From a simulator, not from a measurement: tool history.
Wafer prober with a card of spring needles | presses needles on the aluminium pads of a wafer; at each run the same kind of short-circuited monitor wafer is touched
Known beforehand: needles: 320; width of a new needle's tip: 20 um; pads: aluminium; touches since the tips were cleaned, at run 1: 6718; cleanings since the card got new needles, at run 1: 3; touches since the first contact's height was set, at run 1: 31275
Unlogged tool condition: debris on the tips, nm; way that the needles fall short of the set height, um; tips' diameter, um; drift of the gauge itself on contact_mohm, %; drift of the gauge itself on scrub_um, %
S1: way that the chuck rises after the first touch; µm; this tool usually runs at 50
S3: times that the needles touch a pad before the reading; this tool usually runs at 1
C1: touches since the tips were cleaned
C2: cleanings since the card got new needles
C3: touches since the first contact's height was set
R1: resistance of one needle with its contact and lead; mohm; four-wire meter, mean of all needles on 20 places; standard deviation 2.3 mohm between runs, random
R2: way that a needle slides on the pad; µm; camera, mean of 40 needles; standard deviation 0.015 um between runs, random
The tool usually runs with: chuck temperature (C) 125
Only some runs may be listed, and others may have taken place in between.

run 1 hour=0.0 | S1=50 chuck_temperature_(C)=125 S3=1 | C1=6718 C2=3 C3=31275 | R1=367 R2=9.75
-- hour=3.9 tips cleaned on abrasive film
run 2 hour=12.9 | S1=50 chuck_temperature_(C)=123 S3=1 | C1=4962 C2=4 C3=38323 | R1=358 R2=9.78
-- hour=19.4 tips cleaned on abrasive film
run 3 hour=26.7 | S1=50 chuck_temperature_(C)=123 S3=1 | C1=4036 C2=5 C3=45875 | R1=344 R2=9.75
-- hour=33.5 tips cleaned on abrasive film
-- hour=48.0 tips cleaned on abrasive film
run 4 hour=49.3 | S1=50 chuck_temperature_(C)=125 S3=1 | C1=696 C2=7 C3=58182 | R1=288 R2=9.72
-- hour=63.2 tips cleaned on abrasive film
run 5 hour=70.1 | S1=50 chuck_temperature_(C)=125 S3=2 | C1=3841 C2=8 C3=69632 | R1=312 R2=9.71
-- hour=78.1 tips cleaned on abrasive film
-- hour=93.0 tips cleaned on abrasive film
run 6 hour=96.9 | S1=50 chuck_temperature_(C)=125 S3=2 | C1=2165 C2=10 C3=84267 | R1=298 R2=9.72
-- hour=107.4 tips cleaned on abrasive film
-- hour=123.6 tips cleaned on abrasive film
run 7 hour=125.9 | S1=50 chuck_temperature_(C)=125 S3=2 | C1=1296 C2=12 C3=100145 | R1=288 R2=9.68
-- hour=138.2 tips cleaned on abrasive film
run 8 hour=143.5 | S1=50 chuck_temperature_(C)=125 S3=1 | C1=2880 C2=13 C3=109736 | R1=332 R2=9.66
-- hour=152.9 tips cleaned on abrasive film
run 9 hour=160.2 | S1=50 chuck_temperature_(C)=125 S3=1 | C1=4004 C2=14 C3=118889 | R1=352 R2=9.66
-- hour=167.1 tips cleaned on abrasive film
-- hour=181.8 tips cleaned on abrasive film
run 10 hour=185.7 | S1=50 chuck_temperature_(C)=125 S3=1 | C1=2122 C2=16 C3=132840 | R1=327 R2=9.60
-- hour=196.4 tips cleaned on abrasive film
run 11 hour=205.2 | S1=50 chuck_temperature_(C)=125 S3=1 | C1=4855 C2=17 C3=143537 | R1=357 R2=9.64
-- hour=208.0 height of the first contact set anew
-- hour=213.3 tips cleaned on abrasive film
run 12 hour=220.9 | S1=50 chuck_temperature_(C)=125 S3=2 | C1=4194 C2=18 C3=7075 | R1=315 R2=9.77
-- hour=228.1 tips cleaned on abrasive film
run 13 hour=241.1 | S1=50 chuck_temperature_(C)=125 S3=2 | C1=7196 C2=19 C3=18143 | R1=320 R2=9.79
-- hour=242.8 tips cleaned on abrasive film
-- hour=257.8 tips cleaned on abrasive film
run 14 hour=261.7 | S1=50 chuck_temperature_(C)=125 S3=1 | C1=2116 C2=21 C3=29337 | R1=326 R2=9.77
-- hour=273.5 tips cleaned on abrasive film
run 15 hour=278.3 | S1=50 chuck_temperature_(C)=125 S3=1 | C1=2643 C2=22 C3=38462 | R1=327 R2=9.75
-- hour=288.8 tips cleaned on abrasive film
run 16 hour=294.5 | S1=50 chuck_temperature_(C)=125 S3=2 | C1=3125 C2=23 C3=47306 | R1=311 R2=9.74
-- hour=305.0 tips cleaned on abrasive film
run 17 hour=315.0 | S1=70 chuck_temperature_(C)=125 S3=1 | C1=5519 C2=24 C3=58558 | R1=309 R2=13.64
-- hour=319.7 tips cleaned on abrasive film
-- hour=335.2 tips cleaned on abrasive film
run 18 hour=341.3 | S1=57 chuck_temperature_(C)=88 S3=2 | C1=3338 C2=26 C3=72912 | R1=287 R2=11.11
-- hour=350.3 tips cleaned on abrasive film
-- hour=365.9 tips cleaned on abrasive film
run 19 hour=371.2 | S1=33 chuck_temperature_(C)=53 S3=2 | C1=2921 C2=28 C3=89286 | R1=377 R2=6.35
-- hour=381.4 tips cleaned on abrasive film
run 20 hour=389.8 | S1=50 chuck_temperature_(C)=125 S3=1 | C1=4619 C2=29 C3=99483 | R1=356 R2=9.66
-- hour=397.1 tips cleaned on abrasive film
-- hour=411.6 tips cleaned on abrasive film
run 21 hour=414.2 | S1=50 chuck_temperature_(C)=125 S3=1 | C1=1422 C2=31 C3=112807 | R1=312 R2=9.63
-- hour=426.8 tips cleaned on abrasive film
run 22 hour=431.0 | S1=66 chuck_temperature_(C)=33 S3=1 | C1=2364 C2=32 C3=122023 | R1=277 R2=12.75
-- hour=442.1 tips cleaned on abrasive film
run 23 hour=444.8 | S1=67 chuck_temperature_(C)=70 S3=1 | C1=1510 C2=33 C3=129552 | R1=281 R2=12.97
-- hour=457.1 tips cleaned on abrasive film
run 24 hour=468.7 | S1=67 chuck_temperature_(C)=70 S3=1 | C1=6395 C2=34 C3=142662 | R1=314 R2=12.97
-- hour=472.5 tips cleaned on abrasive film
-- hour=472.8 height of the first contact set anew
-- hour=487.3 tips cleaned on abrasive film
run 25 hour=487.3 | S1=62 chuck_temperature_(C)=56 S3=2 | C1=0 C2=36 C3=7924 | R1=238 R2=12.17
-- hour=503.1 tips cleaned on abrasive film
run 26 hour=505.2 | S1=32 chuck_temperature_(C)=87 S3=2 | C1=1167 C2=37 C3=17706 | R1=322 R2=6.26
-- hour=518.5 tips cleaned on abrasive film
run 27 hour=529.8 | S1=40 chuck_temperature_(C)=125 S3=1 | C1=6189 C2=38 C3=31197 | R1=433 R2=7.82
-- hour=534.0 tips cleaned on abrasive film
-- hour=549.0 tips cleaned on abrasive film
run 28 hour=556.6 | S1=34 chuck_temperature_(C)=87 S3=2 | C1=4225 C2=40 C3=45880 | R1=388 R2=6.63
-- hour=563.4 tips cleaned on abrasive film
-- hour=577.9 tips cleaned on abrasive film
run 29 hour=587.5 | S1=62 chuck_temperature_(C)=89 S3=2 | C1=5303 C2=42 C3=62762 | R1=290 R2=12.12
-- hour=593.5 tips cleaned on abrasive film
run 30 hour=605.5 | S1=32 chuck_temperature_(C)=97 S3=2 | C1=6619 C2=43 C3=72640 | R1=426 R2=6.20
-- hour=607.8 tips cleaned on abrasive film
-- hour=623.7 tips cleaned on abrasive film
run 31 hour=629.5 | S1=50 chuck_temperature_(C)=125 S3=1 | C1=3206 C2=45 C3=85756 | R1=351 R2=9.69

Measured less the same run without the tool's hidden state. The same run-to-run variation is in both; the gauge's scatter may not be:
run=1 R1=+106 R2=-0.04
run=2 R1=+101 R2=-0.05
run=3 R1=+89 R2=-0.06
run=4 R1=+33 R2=-0.09
run=5 R1=+55 R2=-0.09
run=6 R1=+40 R2=-0.12
run=7 R1=+29 R2=-0.15
run=8 R1=+74 R2=-0.16
run=9 R1=+97 R2=-0.17
run=10 R1=+68 R2=-0.18
run=11 R1=+101 R2=-0.19
run=12 R1=+57 R2=-0.02
run=13 R1=+64 R2=-0.02
run=14 R1=+67 R2=-0.04
run=15 R1=+73 R2=-0.05
run=16 R1=+50 R2=-0.06
run=17 R1=+54 R2=-0.08
run=18 R1=+42 R2=-0.10
run=19 R1=+128 R2=-0.13
run=20 R1=+102 R2=-0.13
run=21 R1=+49 R2=-0.16
run=22 R1=+49 R2=-0.16
run=23 R1=+38 R2=-0.18
run=24 R1=+73 R2=-0.19
run=25 R1=+3 R2=-0.01
run=26 R1=+65 R2=-0.03
run=27 R1=+170 R2=-0.04
run=28 R1=+129 R2=-0.06
run=29 R1=+45 R2=-0.08
run=30 R1=+165 R2=-0.10
run=31 R1=+91 R2=-0.12
